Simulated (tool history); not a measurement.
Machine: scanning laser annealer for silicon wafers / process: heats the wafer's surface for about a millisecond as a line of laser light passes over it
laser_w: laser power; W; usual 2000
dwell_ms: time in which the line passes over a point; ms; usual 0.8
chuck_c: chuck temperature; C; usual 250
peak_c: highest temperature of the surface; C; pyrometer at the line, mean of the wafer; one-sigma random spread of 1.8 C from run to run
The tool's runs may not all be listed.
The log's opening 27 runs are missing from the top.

run,day,laser_w,dwell_ms,chuck_c,hours of work since the window was cleaned,hours of work since the power meter was calibrated,hours of work since the optics were aligned,peak_c
28,26.617,2124,0.745,275,206,1027,1433,995
29,27.292,1804,0.562,251,219,1039,1446,759
30,28.646,1804,0.562,251,244,1065,1472,758
31,30.088,1804,0.562,251,272,1092,1499,758
32,30.7,2000,0.919,252,283,1104,1511,1008
33,31.633,1831,0.82,228,301,1122,1528,869
34,32.929,1928,0.693,215,325,1146,1553,829
35,33.725,1719,0.629,243,340,1161,1568,751
# day 35.192: optics aligned, line set to its width
36,35.333,1719,0.629,243,367,1188,3,756
37,36.333,1719,0.629,243,386,1207,22,757
38,37.05,1875,0.803,243,399,1220,35,898
39,38.229,2052,0.607,270,422,1242,57,884
40,38.838,2000,0.8,223,433,1254,69,923

3 options for the next run, each taken on its own from the tool as it stands now. Forecast them:
A,40.188,2127,0.753,223,459,1279,94,?
B,40.188,2000,0.8,234,459,1279,94,?
C,40.188,1912,0.958,229,459,1279,94,?

run,peak_c
A,948
B,931
C,963
With the hidden condition removed and each run's random variation left untouched, the same runs would have given:
run,peak_c
A,971
B,953
C,987
